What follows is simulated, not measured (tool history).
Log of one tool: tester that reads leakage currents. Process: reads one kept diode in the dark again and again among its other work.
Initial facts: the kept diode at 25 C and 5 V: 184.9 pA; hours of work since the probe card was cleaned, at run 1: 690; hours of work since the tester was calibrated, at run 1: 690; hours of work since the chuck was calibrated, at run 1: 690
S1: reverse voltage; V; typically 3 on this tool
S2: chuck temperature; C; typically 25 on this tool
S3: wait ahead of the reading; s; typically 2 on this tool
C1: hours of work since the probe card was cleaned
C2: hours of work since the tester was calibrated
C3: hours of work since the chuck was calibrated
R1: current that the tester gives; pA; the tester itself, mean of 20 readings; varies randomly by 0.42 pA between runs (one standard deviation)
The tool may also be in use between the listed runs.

run    hour     S1  S2    S3    C1    C2    C3       R1
  1       0      3  25     2   690   690   690   132.09
  2    26.5      3  25     2   708   708   708   131.57
  3    66.4   1.54  25     2   734   734   734    90.49
  4    89.5   1.54  25     2   749   749   749    89.71
  5   126.7   1.54  25     2   773   773   773    89.66
  6   156.2   1.54  25     2   792   792   792    89.49
  7   182.6      3  25     2   809   809   809   129.82
  8   210.1   2.12  25     2   827   827   827    107.6
  9   236.3   2.12  25     2   844   844   844   107.08
 10   274.1      3  49     2   869   869   869   869.05
 11   296.2      3  49     2   883   883   883   867.63
 12   322.9      3  49     2   900   900   900   867.03
 13     351   7.35  49     2   919   919   919   1430.5
 14   377.7   7.35  49     2   936   936   936  1424.14
 15   397.6      3  25  0.42   949   949   949   129.94
 16     415   8.22  25  0.42   960   960   960   226.87
 17   449.7   8.22  25  0.42   983   983   983   226.69
 18   468.7   8.22  25  0.42   995   995   995   226.67
 19   509.2      3  25     2  1021  1021  1021   128.38
 20   526.7      3  25  0.62  1033  1033  1033   128.55
 21   554.5   3.14  49  5.91  1051  1051  1051   879.12
 22   581.8   3.14  49  5.91  1068  1068  1068    879.3
 23   614.5   3.14  49  5.91  1090  1090  1090   873.83
 24   630.8   3.14  40  8.53  1100  1100  1100   441.66
 25   651.9   3.14  40  8.53  1114  1114  1114   441.57
 26     688   7.82  31     2  1137  1137  1137   358.77
 27   716.7   7.81  32  5.28  1156  1156  1156   387.76
 28   756.9   3.55  22  5.91  1182  1182  1182   106.48
 29   791.2  10.07  41  0.98  1205  1205  1205   908.68
 30   815.2   7.22  25  6.68  1220  1220  1220   206.62
 31   849.6   5.14  25  4.36  1242  1242  1242   170.14
 32     884   5.99  25     2  1265  1265  1265   184.62
 33   903.1   1.98  59  1.07  1277  1277  1277  1373.14
 34   943.1   1.81  25  0.99  1303  1303  1303     94.3
 35   977.9   1.81  25  0.99  1326  1326  1326    94.25
 36  1005.8   1.68  50  4.95  1344  1344  1344   650.22
 37  1026.5   1.68  30  1.35  1357  1357  1357   137.66
 38  1047.5   3.53  42  3.58  1371  1371  1371   542.75
 39  1087.4   3.53  42  3.58  1397  1397  1397    540.7
 40  1115.6      3  28  6.66  1415  1415  1415   159.76

How would selected steps in R1 from run to run divide? Give the signed amount a tool lacking its hidden state would still show from settings, what came in and random variation, and the signed amount left for the hidden state, including any gauge scatter that is not in both of the compared results.
What the log doesn't record here: stray current of the dirty probe card, pA a volt; current scale over the true one, %; true chuck temperature over the reading, C; drift of the gauge itself on leakage_pa, %.
Run 14 -> 15: S1 7.35 -> 3, S2 49 -> 25, S3 2 -> 0.42. R1 -1294.2 pA: hidden state +93.85, all else -1388.05.
Run 32 -> 33: S1 5.99 -> 1.98, S2 25 -> 59, S3 2 -> 1.07. R1 +1188.52 pA: hidden state -111.43, all else +1299.95.
Run 33 -> 34: S1 1.98 -> 1.81, S2 59 -> 25, S3 1.07 -> 0.99. R1 -1278.84 pA: hidden state +120.71, all else -1399.55.
